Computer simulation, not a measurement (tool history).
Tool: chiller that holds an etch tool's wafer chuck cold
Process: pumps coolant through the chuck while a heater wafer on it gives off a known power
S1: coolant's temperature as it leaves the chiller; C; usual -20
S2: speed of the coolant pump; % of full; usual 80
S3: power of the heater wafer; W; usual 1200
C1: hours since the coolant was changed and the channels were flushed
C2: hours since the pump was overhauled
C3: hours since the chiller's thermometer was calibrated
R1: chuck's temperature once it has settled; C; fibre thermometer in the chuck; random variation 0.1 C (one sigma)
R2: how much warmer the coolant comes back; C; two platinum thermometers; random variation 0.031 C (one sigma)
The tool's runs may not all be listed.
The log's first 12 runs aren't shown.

run 13 hour=910.1 | S1=-20 S2=80 S3=1200 | C1=4351 C2=4168 C3=1666 | R1=-11.4 R2=2.50
run 14 hour=961.0 | S1=-20 S2=80 S3=1200 | C1=4402 C2=4218 C3=1717 | R1=-11.3 R2=2.47
run 15 hour=1032.3 | S1=-20 S2=80 S3=1200 | C1=4474 C2=4290 C3=1788 | R1=-11.3 R2=2.50
run 16 hour=1086.6 | S1=-20 S2=71 S3=1200 | C1=4528 C2=4344 C3=1843 | R1=-10.5 R2=2.81
run 17 hour=1184.3 | S1=-26 S2=86 S3=1258 | C1=4626 C2=4442 C3=1940 | R1=-17.4 R2=2.38
run 18 hour=1236.2 | S1=-26 S2=86 S3=746 | C1=4677 C2=4494 C3=1992 | R1=-20.9 R2=1.28
run 19 hour=1318.7 | S1=-20 S2=86 S3=1157 | C1=4760 C2=4576 C3=2075 | R1=-12.1 R2=2.10
run 20 hour=1360.4 | S1=-16 S2=61 S3=1352 | C1=4802 C2=4618 C3=2117 | R1=-4.0 R2=3.69
run 21 hour=1440.4 | S1=-16 S2=61 S3=1352 | C1=4882 C2=4698 C3=2197 | R1=-4.1 R2=3.66
run 22 hour=1511.7 | S1=-16 S2=79 S3=1200 | C1=4953 C2=4769 C3=2268 | R1=-7.2 R2=2.34
run 23 hour=1553.5 | S1=-13 S2=87 S3=884 | C1=4995 C2=4811 C3=2310 | R1=-7.0 R2=1.47
run 24 hour=1615.9 | S1=-20 S2=80 S3=1722 | C1=5057 C2=4873 C3=2372 | R1=-7.5 R2=3.59
-- hour=1623.6 gauge calibrated
run 25 hour=1661.3 | S1=-18 S2=74 S3=778 | C1=5103 C2=4919 C3=2417 | R1=-12.1 R2=1.92
run 26 hour=1750.3 | S1=-18 S2=74 S3=778 | C1=5192 C2=5008 C3=2506 | R1=-12.0 R2=1.80
run 27 hour=1835.2 | S1=-18 S2=74 S3=778 | C1=5276 C2=5093 C3=2591 | R1=-12.1 R2=1.85
run 28 hour=1922.2 | S1=-24 S2=86 S3=691 | C1=5363 C2=5180 C3=2678 | R1=-19.2 R2=1.38
-- hour=1979.3 chiller's thermometer calibrated
run 29 hour=2002.3 | S1=-28 S2=72 S3=1200 | C1=5443 C2=5259 C3=23 | R1=-18.6 R2=2.83
run 30 hour=2057.0 | S1=-20 S2=73 S3=642 | C1=5497 C2=5314 C3=78 | R1=-15.1 R2=1.42
-- hour=2132.8 coolant changed, channels flushed
run 31 hour=2144.0 | S1=-14 S2=82 S3=613 | C1=11 C2=5394 C3=159 | R1=-9.6 R2=1.19

5 ways to go on from here, each from the tool as it stands after run 31. What would each give?
run A hour=2210.2 | S1=-16 S2=80 S3=1200 | C1=77 C2=5461 C3=225 | R1=? R2=?
run B hour=2210.2 | S1=-16 S2=69 S3=1147 | C1=77 C2=5461 C3=225 | R1=? R2=?
run C hour=2210.2 | S1=-22 S2=82 S3=992 | C1=77 C2=5461 C3=225 | R1=? R2=?
run D hour=2210.2 | S1=-14 S2=76 S3=1646 | C1=77 C2=5461 C3=225 | R1=? R2=?
run E hour=2210.2 | S1=-20 S2=91 S3=1178 | C1=77 C2=5461 C3=225 | R1=? R2=?

run=A R1=-7.4 R2=2.51
run=B R1=-6.8 R2=2.86
run=C R1=-14.9 R2=2.10
run=D R1=-1.5 R2=3.73
run=E R1=-12.3 R2=2.20
Without the tool's hidden state the same runs would have given:
run=A R1=-7.4 R2=2.61
run=B R1=-6.8 R2=2.96
run=C R1=-15.0 R2=2.20
run=D R1=-1.6 R2=3.83
run=E R1=-12.4 R2=2.29

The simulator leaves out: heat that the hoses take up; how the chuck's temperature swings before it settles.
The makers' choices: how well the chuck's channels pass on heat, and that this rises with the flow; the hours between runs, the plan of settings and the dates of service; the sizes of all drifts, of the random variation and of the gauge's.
